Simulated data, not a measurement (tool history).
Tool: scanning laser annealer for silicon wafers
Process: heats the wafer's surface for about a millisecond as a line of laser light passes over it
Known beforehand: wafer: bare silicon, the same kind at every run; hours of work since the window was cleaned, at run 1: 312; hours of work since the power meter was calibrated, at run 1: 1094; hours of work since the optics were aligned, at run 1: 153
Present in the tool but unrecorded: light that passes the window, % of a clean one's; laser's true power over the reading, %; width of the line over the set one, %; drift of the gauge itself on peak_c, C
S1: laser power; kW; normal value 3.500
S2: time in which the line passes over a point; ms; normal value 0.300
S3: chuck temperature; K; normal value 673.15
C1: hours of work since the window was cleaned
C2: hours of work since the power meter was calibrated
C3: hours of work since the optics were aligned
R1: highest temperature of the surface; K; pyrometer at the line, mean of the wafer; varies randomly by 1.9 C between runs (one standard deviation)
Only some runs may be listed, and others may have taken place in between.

run,hour,S1,S2,S3,C1,C2,C3,R1
1,0.0,3.500,0.300,673.15,312,1094,153,1472.15
2,29.9,3.500,0.300,673.15,325,1106,166,1475.15
3,81.0,3.500,0.318,673.15,346,1128,188,1493.15
4,126.3,3.500,0.318,673.15,365,1147,207,1494.15
5,167.3,3.500,0.232,673.15,383,1165,224,1370.15
6,200.3,3.500,0.232,673.15,397,1179,238,1368.15
7,255.6,3.500,0.232,673.15,420,1202,262,1371.15
8,302.4,3.500,0.232,673.15,440,1222,281,1368.15
9,369.8,3.500,0.350,673.15,468,1250,310,1540.15
# hour 386.2: window over the wafer cleaned
10,411.8,3.500,0.332,694.15,11,1267,327,1537.15
11,456.9,3.500,0.332,694.15,30,1286,346,1540.15
12,499.9,3.246,0.300,673.15,48,1305,364,1393.15
13,542.2,3.597,0.298,665.15,66,1323,382,1492.15
14,601.9,3.564,0.344,680.15,91,1348,407,1563.15
15,635.1,3.564,0.344,680.15,105,1362,421,1558.15
16,695.0,3.564,0.344,680.15,131,1387,447,1561.15
17,752.1,3.316,0.277,644.15,155,1411,471,1358.15

Take each entry between the runs: how does the hidden state at the last listed run before it differ from the hidden state at the first listed run after it?
Run 9 -> run 10: window over the wafer cleaned (hour 386.2)
  light that passes the window, % of a clean one's: 99.93 -> 99.99

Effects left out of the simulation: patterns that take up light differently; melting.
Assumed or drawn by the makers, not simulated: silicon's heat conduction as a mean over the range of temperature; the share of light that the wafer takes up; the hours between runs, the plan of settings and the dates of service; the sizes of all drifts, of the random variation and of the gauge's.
